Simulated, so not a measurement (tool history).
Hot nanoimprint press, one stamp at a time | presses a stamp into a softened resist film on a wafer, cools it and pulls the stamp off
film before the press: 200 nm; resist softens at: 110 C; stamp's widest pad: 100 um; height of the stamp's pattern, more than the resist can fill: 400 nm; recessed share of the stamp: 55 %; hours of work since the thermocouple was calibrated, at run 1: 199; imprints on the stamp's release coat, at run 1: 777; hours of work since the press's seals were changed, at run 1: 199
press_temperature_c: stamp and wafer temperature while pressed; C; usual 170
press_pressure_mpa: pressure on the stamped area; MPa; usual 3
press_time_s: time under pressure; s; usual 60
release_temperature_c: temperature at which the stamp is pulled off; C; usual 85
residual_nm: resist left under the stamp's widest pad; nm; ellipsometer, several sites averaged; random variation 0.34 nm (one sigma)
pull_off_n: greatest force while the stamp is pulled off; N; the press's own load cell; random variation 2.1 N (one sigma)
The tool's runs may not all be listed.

| run | hour | press_temperature_c | press_pressure_mpa | press_time_s | release_temperature_c | hours of work since the thermocouple was calibrated | imprints on the stamp's release coat | hours of work since the press's seals were changed | residual_nm | pull_off_n |
|---|---|---|---|---|---|---|---|---|---|---|
| 1 | 0 | 170 | 3 | 60 | 85 | 199 | 777 | 199 | 73 | 95 |
| 2 | 20 | 170 | 3 | 60 | 85 | 210 | 834 | 210 | 73.5 | 98 |
| 3 | 37 | 170 | 2.1 | 60 | 85 | 220 | 883 | 220 | 88 | 96 |
| 4 | 52 | 170 | 3 | 60 | 85 | 229 | 927 | 229 | 74 | 94 |
| 5 | 62.5 | 170 | 3 | 51 | 85 | 235 | 957 | 235 | 77.9 | 97 |
| 6 | 77.9 | 170 | 3 | 51 | 85 | 243 | 1001 | 243 | 78.5 | 97 |
| 7 | 94.9 | 170 | 3 | 51 | 85 | 253 | 1050 | 253 | 78.7 | 97 |
| 8 | 113.3 | 170 | 1.94 | 60 | 85 | 264 | 1103 | 264 | 91.9 | 97 |
| 9 | 133.4 | 170 | 1.94 | 60 | 85 | 275 | 1161 | 275 | 91.9 | 96 |
| 10 | 147.7 | 170 | 1.94 | 60 | 85 | 283 | 1202 | 283 | 91.7 | 94 |
| 11 | 170 | 170 | 1.94 | 60 | 85 | 296 | 1267 | 296 | 91.9 | 95 |
| 12 | 192.3 | 170 | 1.94 | 60 | 85 | 309 | 1331 | 309 | 91.9 | 98 |
| 13 | 204.5 | 170 | 3.55 | 60 | 85 | 316 | 1366 | 316 | 68.2 | 96 |
| 14 | 218.6 | 160 | 3 | 60 | 85 | 324 | 1407 | 324 | 114.6 | 96 |
| 15 | 234.4 | 170 | 3 | 39 | 85 | 333 | 1452 | 333 | 87.8 | 95 |
| 16 | 250.5 | 176 | 3 | 60 | 86 | 342 | 1499 | 342 | 58.3 | 92 |
| 17 | 273.3 | 176 | 3 | 60 | 86 | 355 | 1564 | 355 | 58.1 | 95 |
| 18 | 287.4 | 164 | 3 | 60 | 83 | 363 | 1605 | 363 | 97.1 | 100 |
| 19 | 307.7 | 164 | 3 | 60 | 83 | 375 | 1663 | 375 | 96.8 | 101 |
|  | 318.3 | stamp cleaned and given a new release coat |
| 20 | 332 | 159 | 3 | 102 | 85 | 385 | 39 | 385 | 100.9 | 96 |
| 21 | 347.2 | 170 | 3 | 57 | 74 | 394 | 83 | 394 | 76 | 124 |
| 22 | 358.5 | 159 | 3 | 60 | 85 | 400 | 115 | 400 | 120.5 | 93 |
| 23 | 369.2 | 159 | 3 | 60 | 85 | 406 | 146 | 406 | 120.7 | 95 |
| 24 | 390.5 | 170 | 3.58 | 75 | 72 | 418 | 208 | 418 | 62.5 | 130 |
|  | 403.2 | gauge calibrated |
|  | 414.5 | plate thermocouple calibrated |
| 25 | 416.2 | 174 | 2.97 | 75 | 79 | 1 | 273 | 431 | 57.2 | 113 |
| 26 | 428.3 | 174 | 4.41 | 75 | 83 | 8 | 308 | 438 | 45.7 | 101 |
| 27 | 442.1 | 174 | 4.41 | 75 | 83 | 16 | 348 | 446 | 46.4 | 101 |
| 28 | 461.8 | 180 | 1.95 | 91 | 85 | 27 | 404 | 457 | 52 | 93 |
| 29 | 475.7 | 169 | 4.04 | 35 | 85 | 35 | 445 | 465 | 82.1 | 93 |

4 ways to go on from here, each from the tool as it stands after run 29. What would each give?
| A | 497.2 | 161 | 4.04 | 33 | 85 | 47 | 506 | 477 | ? | ? |
| B | 497.2 | 167 | 3 | 60 | 85 | 47 | 506 | 477 | ? | ? |
| C | 497.2 | 170 | 4.4 | 60 | 90 | 47 | 506 | 477 | ? | ? |
| D | 497.2 | 165 | 3.04 | 116 | 85 | 47 | 506 | 477 | ? | ? |

| run | residual_nm | pull_off_n |
|---|---|---|
| A | 116.3 | 96 |
| B | 83.6 | 95 |
| C | 60.6 | 83 |
| D | 71.7 | 98 |
Without the tool's hidden state the same runs would have given:
| run | residual_nm | pull_off_n |
|---|---|---|
| A | 115.5 | 96 |
| B | 83 | 94 |
| C | 60.2 | 83 |
| D | 71.2 | 97 |
